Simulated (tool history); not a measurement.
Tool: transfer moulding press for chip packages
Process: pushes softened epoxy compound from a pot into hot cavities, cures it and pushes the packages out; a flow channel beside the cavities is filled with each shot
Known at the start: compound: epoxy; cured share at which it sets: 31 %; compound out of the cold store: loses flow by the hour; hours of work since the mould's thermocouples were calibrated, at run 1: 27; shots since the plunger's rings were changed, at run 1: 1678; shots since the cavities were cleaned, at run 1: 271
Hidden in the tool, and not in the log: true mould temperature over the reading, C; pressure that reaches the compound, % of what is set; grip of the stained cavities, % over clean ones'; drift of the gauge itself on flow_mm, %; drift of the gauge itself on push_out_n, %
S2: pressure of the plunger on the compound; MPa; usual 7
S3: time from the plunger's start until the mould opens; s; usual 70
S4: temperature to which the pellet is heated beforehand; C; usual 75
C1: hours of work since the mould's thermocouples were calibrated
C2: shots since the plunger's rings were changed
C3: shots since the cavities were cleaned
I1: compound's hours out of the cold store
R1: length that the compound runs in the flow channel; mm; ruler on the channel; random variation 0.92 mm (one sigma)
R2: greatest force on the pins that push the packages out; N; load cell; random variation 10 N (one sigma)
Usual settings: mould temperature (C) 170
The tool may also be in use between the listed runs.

run 1 hour=0 | mould_temperature_(C)=170 S2=7 S3=70 S4=75 | C1=27 C2=1678 C3=271 | I1=26.2 | R1=527.5 R2=665
run 2 hour=8.2 | mould_temperature_(C)=170 S2=7 S3=70 S4=75 | C1=32 C2=1786 C3=379 | I1=26.7 | R1=526 R2=706
run 3 hour=20.4 | mould_temperature_(C)=170 S2=7 S3=70 S4=75 | C1=39 C2=1946 C3=539 | I1=11.4 | R1=549.8 R2=770
run 4 hour=29.3 | mould_temperature_(C)=170 S2=7 S3=70 S4=75 | C1=44 C2=2063 C3=656 | I1=13.1 | R1=546.1 R2=825
run 5 hour=38.2 | mould_temperature_(C)=170 S2=7 S3=70 S4=75 | C1=49 C2=2179 C3=772 | I1=32.6 | R1=517.1 R2=834
run 6 hour=45.9 | mould_temperature_(C)=171 S2=7 S3=70 S4=75 | C1=54 C2=2281 C3=874 | I1=44.8 | R1=497.4 R2=813
run 7 hour=51.8 | mould_temperature_(C)=170 S2=7 S3=70 S4=70 | C1=58 C2=2358 C3=951 | I1=24.3 | R1=528.7 R2=903
-- hour=53.8 cavities cleaned with cleaning compound and waxed
run 8 hour=64 | mould_temperature_(C)=170 S2=7 S3=70 S4=74 | C1=64 C2=2499 C3=134 | I1=32.2 | R1=515 R2=574
run 9 hour=69.5 | mould_temperature_(C)=170 S2=7 S3=70 S4=74 | C1=67 C2=2570 C3=205 | I1=36 | R1=509 R2=616
run 10 hour=78 | mould_temperature_(C)=170 S2=7 S3=70 S4=74 | C1=72 C2=2683 C3=318 | I1=47.2 | R1=492.4 R2=683
run 11 hour=90 | mould_temperature_(C)=170 S2=7 S3=70 S4=74 | C1=79 C2=2840 C3=475 | I1=22.8 | R1=527.7 R2=758
-- hour=93.1 plunger's sealing rings changed
run 12 hour=101.6 | mould_temperature_(C)=170 S2=6.98 S3=70 S4=74 | C1=85 C2=112 C3=595 | I1=43.5 | R1=510.9 R2=800
run 13 hour=110.4 | mould_temperature_(C)=170 S2=7 S3=70 S4=72 | C1=90 C2=227 C3=710 | I1=37.2 | R1=521.2 R2=843
run 14 hour=117 | mould_temperature_(C)=170 S2=7 S3=70 S4=80 | C1=94 C2=314 C3=797 | I1=11.4 | R1=559.1 R2=856
run 15 hour=124 | mould_temperature_(C)=170 S2=8.2 S3=70 S4=80 | C1=98 C2=405 C3=888 | I1=9.5 | R1=606.7 R2=880
-- hour=130.9 cavities cleaned with cleaning compound and waxed
run 16 hour=137.6 | mould_temperature_(C)=170 S2=7 S3=70 S4=76 | C1=105 C2=565 C3=89 | I1=15.9 | R1=549.7 R2=562
run 17 hour=148.6 | mould_temperature_(C)=170 S2=7 S3=101 S4=75 | C1=111 C2=709 C3=233 | I1=18.6 | R1=544.5 R2=510
run 18 hour=155.4 | mould_temperature_(C)=170 S2=7 S3=101 S4=75 | C1=115 C2=798 C3=322 | I1=21.3 | R1=538.7 R2=528
run 19 hour=167.1 | mould_temperature_(C)=171 S2=7 S3=70 S4=82 | C1=122 C2=951 C3=475 | I1=23.3 | R1=535.3 R2=709
run 20 hour=174.9 | mould_temperature_(C)=170 S2=7 S3=70 S4=65 | C1=127 C2=1053 C3=577 | I1=25.3 | R1=533.4 R2=804
run 21 hour=187.1 | mould_temperature_(C)=162 S2=5.7 S3=70 S4=75 | C1=134 C2=1213 C3=737 | I1=31 | R1=488.9 R2=1383
run 22 hour=197.8 | mould_temperature_(C)=170 S2=7 S3=84 S4=67 | C1=140 C2=1354 C3=878 | I1=29.3 | R1=525.9 R2=753
-- hour=205.3 cavities cleaned with cleaning compound and waxed
run 23 hour=210.1 | mould_temperature_(C)=170 S2=6.33 S3=85 S4=82 | C1=147 C2=1496 C3=63 | I1=47.2 | R1=473.7 R2=430
run 24 hour=216.3 | mould_temperature_(C)=170 S2=5.33 S3=85 S4=82 | C1=150 C2=1577 C3=144 | I1=24.7 | R1=463.4 R2=478
run 25 hour=223 | mould_temperature_(C)=170 S2=6.07 S3=85 S4=75 | C1=154 C2=1665 C3=232 | I1=13.9 | R1=509.1 R2=529
run 26 hour=232.9 | mould_temperature_(C)=170 S2=8.65 S3=70 S4=75 | C1=160 C2=1795 C3=362 | I1=31.9 | R1=575.7 R2=711
run 27 hour=242.6 | mould_temperature_(C)=166 S2=8.65 S3=79 S4=75 | C1=166 C2=1923 C3=490 | I1=18.3 | R1=611 R2=773
run 28 hour=248.8 | mould_temperature_(C)=175 S2=8.65 S3=79 S4=65 | C1=169 C2=2004 C3=571 | I1=47.7 | R1=540.3 R2=630
run 29 hour=260.8 | mould_temperature_(C)=175 S2=8.65 S3=79 S4=65 | C1=177 C2=2162 C3=729 | I1=19.4 | R1=585.6 R2=672
run 30 hour=266.8 | mould_temperature_(C)=170 S2=6.88 S3=70 S4=76 | C1=180 C2=2241 C3=808 | I1=30.9 | R1=513.8 R2=814

3 ways to go on from here, each from the tool as it stands after run 30. What would each give?
run A hour=277.1 | mould_temperature_(C)=170 S2=8.54 S3=88 S4=76 | C1=186 C2=2375 C3=942 | I1=18.9 | R1=? R2=?
run B hour=277.1 | mould_temperature_(C)=167 S2=5.42 S3=70 S4=76 | C1=186 C2=2375 C3=942 | I1=46.1 | R1=? R2=?
run C hour=277.1 | mould_temperature_(C)=170 S2=7 S3=86 S4=75 | C1=186 C2=2375 C3=942 | I1=39.3 | R1=? R2=?

run=A R1=593.4 R2=721
run=B R1=442.2 R2=984
run=C R1=504.3 R2=710
Without the tool's hidden state the same runs would have given:
run=A R1=608.4 R2=396
run=B R1=453.4 R2=554
run=C R1=517.1 R2=391

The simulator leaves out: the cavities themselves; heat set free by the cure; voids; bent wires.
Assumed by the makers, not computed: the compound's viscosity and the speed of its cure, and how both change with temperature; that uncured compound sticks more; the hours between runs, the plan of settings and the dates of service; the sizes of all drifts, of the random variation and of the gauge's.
